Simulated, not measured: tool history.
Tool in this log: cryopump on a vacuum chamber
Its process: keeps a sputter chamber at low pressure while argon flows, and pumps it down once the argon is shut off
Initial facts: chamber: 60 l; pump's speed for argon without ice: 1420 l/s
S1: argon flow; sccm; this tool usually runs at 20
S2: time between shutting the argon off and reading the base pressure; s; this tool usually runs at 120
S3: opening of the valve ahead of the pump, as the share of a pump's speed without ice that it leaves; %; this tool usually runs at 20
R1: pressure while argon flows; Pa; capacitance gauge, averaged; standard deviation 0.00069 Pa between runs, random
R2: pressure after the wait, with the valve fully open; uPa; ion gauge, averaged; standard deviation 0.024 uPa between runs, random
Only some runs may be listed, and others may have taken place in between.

Run 1, hour 0: usual settings. Result: R1 0.1213 Pa, R2 2.26 uPa.
Run 2, hour 7.2: usual settings but S2 96 s. Result: R1 0.1217 Pa, R2 2.48 uPa.
Run 3, hour 16: usual settings but S2 96 s. Result: R1 0.121 Pa, R2 2.46 uPa.
Run 4, hour 28.3: usual settings but S2 96 s. Result: R1 0.1204 Pa, R2 2.52 uPa.
Run 5, hour 39.6: usual settings but S2 96 s. Result: R1 0.1219 Pa, R2 2.48 uPa.
Run 6, hour 48.6: usual settings but S2 96 s. Result: R1 0.1213 Pa, R2 2.59 uPa.
Run 7, hour 62.2: usual settings but S2 96 s. Result: R1 0.1216 Pa, R2 2.49 uPa.
Run 8, hour 73.3: usual settings but S2 64 s. Result: R1 0.1219 Pa, R2 2.95 uPa.
Run 9, hour 89.2: usual settings but S2 64 s. Result: R1 0.1212 Pa, R2 3 uPa.
Run 10, hour 106.6: usual settings but S2 64 s. Result: R1 0.1232 Pa, R2 3.01 uPa.
Run 11, hour 124.4: usual settings but S1 32 sccm, S2 131 s, S3 17 %. Result: R1 0.2291 Pa, R2 2.44 uPa.
Run 12, hour 138.5: usual settings but S1 10 sccm, S2 132 s, S3 23 %. Result: R1 0.0537 Pa, R2 2.43 uPa.
Run 13, hour 155.4: usual settings but S1 11 sccm, S2 55 s, S3 37 %. Result: R1 0.0372 Pa, R2 3.37 uPa.
Run 14, hour 166.6: usual settings but S1 11 sccm, S2 55 s, S3 37 %. Result: R1 0.0381 Pa, R2 3.36 uPa.
Run 15, hour 180.6: usual settings but S1 23 sccm, S2 67 s, S3 16 %. Result: R1 0.1768 Pa, R2 3.18 uPa.
Run 16, hour 187.8: usual settings but S1 23 sccm, S2 67 s, S3 16 %. Result: R1 0.1769 Pa, R2 3.15 uPa.
Run 17, hour 200: usual settings but S1 39 sccm, S2 85 s, S3 31 %. Result: R1 0.159 Pa, R2 2.93 uPa.
Run 18, hour 209.5: usual settings but S1 25 sccm, S2 85 s, S3 31 %. Result: R1 0.1015 Pa, R2 2.96 uPa.
Run 19, hour 225: usual settings but S1 28 sccm, S2 31 s, S3 31 %. Result: R1 0.1158 Pa, R2 4.57 uPa.
Run 20, hour 242: usual settings but S1 28 sccm, S2 31 s, S3 31 %. Result: R1 0.1157 Pa, R2 4.78 uPa.

Forecast each of these 5 alternatives for the next run:
Run A, hour 255.2: usual settings but S1 24 sccm, S2 45 s, S3 21 %. Result: R1 ?, R2 ?.
Run B, hour 255.2: usual settings but S2 150 s. Result: R1 ?, R2 ?.
Run C, hour 255.2: usual settings but S1 11 sccm, S2 153 s, S3 31 %. Result: R1 ?, R2 ?.
Run D, hour 255.2: usual settings but S2 24 s, S3 16 %. Result: R1 ?, R2 ?.
Run E, hour 255.2: usual settings but S1 31 sccm, S2 35 s, S3 44 %. Result: R1 ?, R2 ?.

run      R1    R2
  A  0.1437  3.81
  B  0.1255  2.54
  C  0.0459  2.54
  D   0.154  5.54
  E  0.0927  4.37
What these runs would have given with no unlogged condition in the tool:
run      R1    R2
  A  0.1369  2.06
  B  0.1199  0.76
  C  0.0428  0.77
  D  0.1483  3.73
  E   0.084  2.58
